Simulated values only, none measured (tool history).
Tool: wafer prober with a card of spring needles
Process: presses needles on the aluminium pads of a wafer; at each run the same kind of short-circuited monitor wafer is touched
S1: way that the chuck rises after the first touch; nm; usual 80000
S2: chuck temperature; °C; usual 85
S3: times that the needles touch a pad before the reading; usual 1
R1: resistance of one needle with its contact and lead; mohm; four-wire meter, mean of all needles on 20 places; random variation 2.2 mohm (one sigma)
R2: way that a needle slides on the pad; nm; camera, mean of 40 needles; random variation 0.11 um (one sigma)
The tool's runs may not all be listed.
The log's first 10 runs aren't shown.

| run | hour | S1 | S2 | S3 | R1 | R2 |
|---|---|---|---|---|---|---|
|  | 145.0 | tips cleaned on abrasive film |
|  | 145.3 | height of the first contact set anew |
|  | 155.8 | tips cleaned on abrasive film |
| 11 | 162.9 | 80000 | 85 | 1 | 260 | 11490 |
|  | 167.1 | tips cleaned on abrasive film |
|  | 178.6 | tips cleaned on abrasive film |
|  | 180.4 | height of the first contact set anew, once more |
| 12 | 181.6 | 80000 | 85 | 1 | 251 | 12080 |
|  | 190.3 | tips cleaned on abrasive film |
|  | 200.7 | tips cleaned on abrasive film |
| 13 | 201.9 | 80000 | 85 | 1 | 244 | 12100 |
|  | 211.0 | tips cleaned on abrasive film |
| 14 | 211.3 | 80000 | 85 | 1 | 238 | 11960 |
|  | 222.0 | tips cleaned on abrasive film |
| 15 | 227.2 | 78000 | 85 | 1 | 254 | 11800 |
|  | 232.7 | tips cleaned on abrasive film |
|  | 243.0 | tips cleaned on abrasive film |
| 16 | 243.2 | 78000 | 85 | 1 | 241 | 11950 |
|  | 254.1 | tips cleaned on abrasive film |
| 17 | 261.9 | 80000 | 31 | 2 | 239 | 12080 |
|  | 265.6 | tips cleaned on abrasive film |
| 18 | 274.0 | 80000 | 89 | 2 | 251 | 12000 |
|  | 276.9 | tips cleaned on abrasive film |
|  | 287.3 | tips cleaned on abrasive film |
| 19 | 293.7 | 80000 | 64 | 1 | 254 | 12230 |
|  | 298.2 | tips cleaned on abrasive film |
|  | 309.6 | tips cleaned on abrasive film |
| 20 | 312.9 | 60000 | 53 | 2 | 244 | 9180 |
|  | 321.3 | tips cleaned on abrasive film |
|  | 332.8 | tips cleaned on abrasive film |
| 21 | 335.4 | 60000 | 53 | 2 | 240 | 8960 |
|  | 343.8 | tips cleaned on abrasive film |
|  | 355.2 | tips cleaned on abrasive film |
| 22 | 356.3 | 60000 | 53 | 2 | 234 | 8960 |
|  | 366.7 | tips cleaned on abrasive film |
|  | 377.6 | tips cleaned on abrasive film |
| 23 | 378.4 | 60000 | 53 | 2 | 232 | 8840 |
|  | 388.0 | tips cleaned on abrasive film |
| 24 | 395.0 | 76000 | 85 | 2 | 250 | 11280 |
|  | 399.3 | tips cleaned on abrasive film |
| 25 | 409.4 | 76000 | 40 | 3 | 234 | 11410 |
|  | 410.8 | tips cleaned on abrasive film |
|  | 421.7 | tips cleaned on abrasive film |
| 26 | 422.9 | 76000 | 52 | 2 | 231 | 11270 |
|  | 433.0 | tips cleaned on abrasive film |
| 27 | 433.0 | 86000 | 30 | 2 | 224 | 13140 |
|  | 444.0 | tips cleaned on abrasive film |
|  | 454.6 | tips cleaned on abrasive film |
| 28 | 456.2 | 84000 | 41 | 2 | 227 | 12440 |
|  | 466.2 | tips cleaned on abrasive film |
| 29 | 471.4 | 60000 | 91 | 1 | 261 | 8890 |
|  | 476.7 | tips cleaned on abrasive film |
|  | 487.4 | tips cleaned on abrasive film |
| 30 | 492.4 | 67000 | 85 | 3 | 246 | 9850 |

5 ways to go on from here, each from the tool as it stands after run 30. What would each give?
|  | 498.5 | tips cleaned on abrasive film |
| A | 506.4 | 95000 | 97 | 2 | ? | ? |
|  | 498.5 | tips cleaned on abrasive film |
| B | 506.4 | 73000 | 85 | 1 | ? | ? |
|  | 498.5 | tips cleaned on abrasive film |
| C | 506.4 | 87000 | 85 | 3 | ? | ? |
|  | 498.5 | tips cleaned on abrasive film |
| D | 506.4 | 95000 | 32 | 2 | ? | ? |
|  | 498.5 | tips cleaned on abrasive film |
| E | 506.4 | 75000 | 85 | 1 | ? | ? |

| run | R1 | R2 |
|---|---|---|
| A | 254 | 14090 |
| B | 259 | 10840 |
| C | 241 | 12770 |
| D | 235 | 14130 |
| E | 256 | 10910 |
Without the tool's hidden state the same runs would have given:
| run | R1 | R2 |
|---|---|---|
| A | 244 | 14500 |
| B | 239 | 11250 |
| C | 236 | 13170 |
| D | 225 | 14530 |
| E | 236 | 11310 |

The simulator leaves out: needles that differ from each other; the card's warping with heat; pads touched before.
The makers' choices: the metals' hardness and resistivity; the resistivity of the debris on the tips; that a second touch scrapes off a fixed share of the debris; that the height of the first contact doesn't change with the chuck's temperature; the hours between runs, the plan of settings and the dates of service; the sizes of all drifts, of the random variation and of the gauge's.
